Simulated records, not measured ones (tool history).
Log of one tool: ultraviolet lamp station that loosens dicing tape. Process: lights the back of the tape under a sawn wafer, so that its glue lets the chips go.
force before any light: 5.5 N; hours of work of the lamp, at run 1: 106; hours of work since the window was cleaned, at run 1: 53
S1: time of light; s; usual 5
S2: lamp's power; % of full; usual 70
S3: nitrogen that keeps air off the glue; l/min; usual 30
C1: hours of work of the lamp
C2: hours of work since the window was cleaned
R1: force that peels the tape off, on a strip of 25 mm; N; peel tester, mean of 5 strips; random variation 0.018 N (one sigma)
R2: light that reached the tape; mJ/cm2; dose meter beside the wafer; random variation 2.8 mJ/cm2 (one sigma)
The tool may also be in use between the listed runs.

run	hour	S1	S2	S3	C1	C2	R1	R2
1	0.0	5	70	30	106	53	0.946	381
2	19.2	5	70	30	116	63	0.933	382
3	37.7	5	70	25	125	72	1.099	378
4	49.0	5	70	25	131	78	1.067	376
5	64.0	5	70	30	138	85	0.971	373
6	83.2	5	70	30	148	95	0.955	374
7	96.1	5	76	30	154	101	0.857	405
8	113.6	5	76	30	163	110	0.876	404
9	132.5	5	70	30	172	119	1.012	370
10	150.3	5	70	30	181	128	1.012	371
11	163.8	5	70	59	188	135	0.669	371
12	173.2	2	70	59	193	140	2.240	145
13	189.0	2	70	59	201	147	2.278	148
14	205.6	2	70	59	209	156	2.227	149
15	220.4	5	70	17	216	163	1.435	362
16	236.5	5	70	17	224	171	1.432	365
17	247.6	5	70	17	230	177	1.424	366
18	268.0	5	70	17	240	187	1.449	358
19	289.7	5	70	36	251	198	0.928	355
20	299.5	5	70	36	256	203	0.940	358
# hour 304.2: window cleaned of glue's vapour
21	319.5	5	70	30	265	8	1.103	342
22	338.6	5	70	30	275	17	1.075	344
23	356.6	5	70	30	284	26	1.127	344
24	371.9	5	96	17	292	34	1.009	468
25	387.0	3	67	25	299	41	2.352	196
# hour 396.7: window cleaned of glue's vapour, once more
26	404.8	3	86	25	308	4	1.712	275
27	421.6	3	70	23	316	12	2.121	225
28	442.8	3	70	23	327	23	2.113	224
29	463.6	9	87	30	337	33	0.222	839
30	480.6	9	87	30	345	42	0.231	828
31	493.9	5	80	30	352	48	0.812	421
32	504.2	5	80	30	357	54	0.812	418
33	519.4	5	80	30	365	61	0.808	417
34	530.6	5	63	33	370	67	1.130	331
35	541.2	2	76	30	376	72	2.548	157
36	557.1	9	62	59	384	80	0.259	580
37	568.9	3	73	33	390	86	1.830	230
38	580.4	9	73	30	395	92	0.321	686
39	589.6	2	86	30	400	96	2.348	173
40	611.7	5	75	30	411	107	0.933	384
41	631.4	10	70	31	421	117	0.288	713
42	646.3	10	70	31	428	124	0.289	719
43	657.4	10	70	31	434	130	0.276	713

Some steps in R1 between neighbouring runs. How much of each would the tool show without its hidden state too (settings, what came in, random variation), and how much is left for the hidden state, with any gauge scatter that isn't in both results?
The hidden state here: lamp's light, % of a new lamp's; light that the window lets through, % of a clean one's; drift of the gauge itself on peel_n, %; drift of the gauge itself on dose_mj_cm2, %.
Run 25 -> 26: S2 67 -> 86, window cleaned of glue's vapour, once more. R1 -0.640 N: hidden state -0.202, all else -0.438.
Run 28 -> 29: S1 3 -> 9, S2 70 -> 87, S3 23 -> 30. R1 -1.891 N: hidden state -0.098, all else -1.793.
Run 35 -> 36: S1 2 -> 9, S2 76 -> 62, S3 30 -> 59. R1 -2.289 N: hidden state -0.119, all else -2.170.
Run 36 -> 37: S1 9 -> 3, S2 62 -> 73, S3 59 -> 33. R1 +1.571 N: hidden state +0.136, all else +1.435.
Run 38 -> 39: S1 9 -> 2, S2 73 -> 86. R1 +2.027 N: hidden state +0.127, all else +1.900.
